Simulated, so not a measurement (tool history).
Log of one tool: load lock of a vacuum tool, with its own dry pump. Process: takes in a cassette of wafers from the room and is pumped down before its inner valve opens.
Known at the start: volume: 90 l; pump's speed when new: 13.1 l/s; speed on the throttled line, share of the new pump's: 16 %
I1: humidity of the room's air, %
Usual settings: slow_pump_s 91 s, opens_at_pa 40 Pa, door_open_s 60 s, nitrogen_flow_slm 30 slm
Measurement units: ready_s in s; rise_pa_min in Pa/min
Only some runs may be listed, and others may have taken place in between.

{"run": 1, "hour": 0.0, "slow_pump_s": 91, "opens_at_pa": 40, "door_open_s": 60, "nitrogen_flow_slm": 30, "I1": 42.1, "ready_s": 132.4, "rise_pa_min": 0.11}
{"run": 2, "hour": 182.1, "slow_pump_s": 91, "opens_at_pa": 40, "door_open_s": 60, "nitrogen_flow_slm": 30, "I1": 44.5, "ready_s": 133.4, "rise_pa_min": 0.112}
{"run": 3, "hour": 344.8, "slow_pump_s": 91, "opens_at_pa": 40, "door_open_s": 51, "nitrogen_flow_slm": 30, "I1": 45, "ready_s": 133.2, "rise_pa_min": 0.11}
{"run": 4, "hour": 549.9, "slow_pump_s": 91, "opens_at_pa": 40, "door_open_s": 126, "nitrogen_flow_slm": 30, "I1": 45.7, "ready_s": 133.5, "rise_pa_min": 0.122}
{"run": 5, "hour": 697.2, "slow_pump_s": 91, "opens_at_pa": 40, "door_open_s": 126, "nitrogen_flow_slm": 30, "I1": 44.6, "ready_s": 133.8, "rise_pa_min": 0.125}
{"run": 6, "hour": 812.3, "slow_pump_s": 91, "opens_at_pa": 40, "door_open_s": 116, "nitrogen_flow_slm": 30, "I1": 44.2, "ready_s": 133.7, "rise_pa_min": 0.124}
{"run": 7, "hour": 1007.1, "slow_pump_s": 91, "opens_at_pa": 40, "door_open_s": 116, "nitrogen_flow_slm": 30, "I1": 47.4, "ready_s": 131.6, "rise_pa_min": 0.128}
{"run": 8, "hour": 1222.1, "slow_pump_s": 91, "opens_at_pa": 40, "door_open_s": 116, "nitrogen_flow_slm": 30, "I1": 42.3, "ready_s": 131.1, "rise_pa_min": 0.129}
{"run": 9, "hour": 1410.4, "slow_pump_s": 91, "opens_at_pa": 40, "door_open_s": 116, "nitrogen_flow_slm": 30, "I1": 43.7, "ready_s": 132.8, "rise_pa_min": 0.129}
{"run": 10, "hour": 1625.0, "slow_pump_s": 91, "opens_at_pa": 40, "door_open_s": 116, "nitrogen_flow_slm": 30, "I1": 45.1, "ready_s": 132.7, "rise_pa_min": 0.136}
{"run": 11, "hour": 1760.4, "slow_pump_s": 91, "opens_at_pa": 40, "door_open_s": 116, "nitrogen_flow_slm": 30, "I1": 46.4, "ready_s": 132.9, "rise_pa_min": 0.137}
{"run": 12, "hour": 1951.1, "slow_pump_s": 91, "opens_at_pa": 40, "door_open_s": 116, "nitrogen_flow_slm": 30, "I1": 41, "ready_s": 133.7, "rise_pa_min": 0.134}
{"run": 13, "hour": 2093.3, "slow_pump_s": 91, "opens_at_pa": 40, "door_open_s": 116, "nitrogen_flow_slm": 30, "I1": 44.5, "ready_s": 134.1, "rise_pa_min": 0.143}
{"run": 14, "hour": 2282.4, "slow_pump_s": 91, "opens_at_pa": 40, "door_open_s": 116, "nitrogen_flow_slm": 30, "I1": 44.1, "ready_s": 133.7, "rise_pa_min": 0.139}
{"run": 15, "hour": 2443.3, "slow_pump_s": 83, "opens_at_pa": 40, "door_open_s": 60, "nitrogen_flow_slm": 30, "I1": 42.5, "ready_s": 126.7, "rise_pa_min": 0.13}
{"run": 16, "hour": 2624.9, "slow_pump_s": 83, "opens_at_pa": 40, "door_open_s": 60, "nitrogen_flow_slm": 30, "I1": 42.4, "ready_s": 128.9, "rise_pa_min": 0.137}
{"run": 17, "hour": 2758.9, "slow_pump_s": 83, "opens_at_pa": 40, "door_open_s": 60, "nitrogen_flow_slm": 30, "I1": 48.3, "ready_s": 126.3, "rise_pa_min": 0.141}
{"run": 18, "hour": 2963.4, "slow_pump_s": 83, "opens_at_pa": 40, "door_open_s": 60, "nitrogen_flow_slm": 30, "I1": 43.9, "ready_s": 126.8, "rise_pa_min": 0.141}
{"run": 19, "hour": 3152.1, "slow_pump_s": 83, "opens_at_pa": 40, "door_open_s": 60, "nitrogen_flow_slm": 30, "I1": 44.4, "ready_s": 128.5, "rise_pa_min": 0.135}
{"run": 20, "hour": 3346.0, "slow_pump_s": 83, "opens_at_pa": 40, "door_open_s": 60, "nitrogen_flow_slm": 30, "I1": 45, "ready_s": 126.9, "rise_pa_min": 0.146}
{"run": 21, "hour": 3535.1, "slow_pump_s": 142, "opens_at_pa": 33, "door_open_s": 137, "nitrogen_flow_slm": 21, "I1": 45.5, "ready_s": 177.8, "rise_pa_min": 0.165}
{"run": 22, "hour": 3675.6, "slow_pump_s": 142, "opens_at_pa": 33, "door_open_s": 137, "nitrogen_flow_slm": 21, "I1": 42.8, "ready_s": 177.2, "rise_pa_min": 0.163}
{"run": 23, "hour": 3902.8, "slow_pump_s": 142, "opens_at_pa": 33, "door_open_s": 137, "nitrogen_flow_slm": 21, "I1": 39.7, "ready_s": 176.8, "rise_pa_min": 0.156}

Predict the results of run 24:
{"run": 24, "hour": 4095.1, "slow_pump_s": 88, "opens_at_pa": 33, "door_open_s": 137, "nitrogen_flow_slm": 21, "I1": 43.7, "ready_s": "?", "rise_pa_min": "?"}

{"run 24": {"ready_s": 132.2, "rise_pa_min": 0.166}}
On a tool with no hidden condition, and with the same random variation, this run would have come out at ready_s 128.4 s, rise_pa_min 0.03 Pa/min.
